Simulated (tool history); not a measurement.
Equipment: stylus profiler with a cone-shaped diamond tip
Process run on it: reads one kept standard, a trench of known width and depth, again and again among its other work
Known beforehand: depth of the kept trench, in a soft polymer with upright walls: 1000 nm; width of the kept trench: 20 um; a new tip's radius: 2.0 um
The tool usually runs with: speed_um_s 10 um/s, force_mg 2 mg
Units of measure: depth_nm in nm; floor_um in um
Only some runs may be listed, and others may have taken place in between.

run	hour	speed_um_s	force_mg	depth_nm	floor_um
1	0	10	2	1001.35	14.34
# hour 36.8: new tip fitted, height scale calibrated
2	103.2	10	2	1006.76	16.37
3	172.5	10	2	1006.76	16.23
4	231.6	10	0.83	1003.26	16.18
5	327	18	2	1005.85	16.1
6	405	18	2	1005.92	16
7	499.4	18	2	1005.93	15.91
8	570.2	10	2	1006.05	15.87
9	638.3	10	2	1005.13	15.82
10	743.3	10	2	1005.32	15.76
11	827.1	4	2	1005.16	15.71
12	902.8	4	1.42	1003.37	15.63
13	957.6	4	1.42	1003.09	15.58
14	1058.4	10	4.19	1008.82	15.56
15	1164.2	10	1.01	1002.03	15.41
16	1267.8	10	1.01	1001.21	15.31
17	1349.3	10	1.01	1001.46	15.25
18	1445.7	4	1.01	1000.9	15.24
19	1563.1	4	1.01	1000.58	15.08
20	1623.5	4	4.18	1007.54	15.1
21	1704.8	4	4.18	1007.28	15.01
22	1822.7	4	4.18	1007.46	14.94
23	1911.7	10	2	1002.39	14.85
24	2003.3	10	5.68	1009.37	14.8
25	2104.9	11	1.34	1000.15	14.7
26	2177.6	32	0.79	998.63	14.5
27	2291.9	22	1.61	1000.39	14.49
28	2353.4	23	2	1001.48	14.5
29	2427.6	7	1.56	1000.3	14.51
30	2534.3	7	1.56	1000.33	14.41
31	2608.5	35	1.48	999.62	14.19
# hour 2664.5: new tip fitted, height scale calibrated
32	2703.6	10	1.02	1003.71	16.44
33	2785	20	1.01	1003.56	16.28
34	2874	20	1.01	1003.51	16.13
35	2960.4	5	3.48	1009.18	16.19
36	3065.9	5	0.88	1002.54	16
37	3162.5	18	4.84	1011.15	16.02
38	3281.8	38	1.26	1003.08	15.69
39	3387.4	38	1.26	1003.27	15.61
40	3460.7	4	1.16	1002.7	15.76

Estimate the outcome of run 41 from the log above:
41	3523.3	4	1.16	?	?

{"run 41": {"depth_nm": 1002.28, "floor_um": 15.67}}
Minus the tool's unlogged condition, the same run would have read depth_nm 1004.82 nm, floor_um 16.46 um.

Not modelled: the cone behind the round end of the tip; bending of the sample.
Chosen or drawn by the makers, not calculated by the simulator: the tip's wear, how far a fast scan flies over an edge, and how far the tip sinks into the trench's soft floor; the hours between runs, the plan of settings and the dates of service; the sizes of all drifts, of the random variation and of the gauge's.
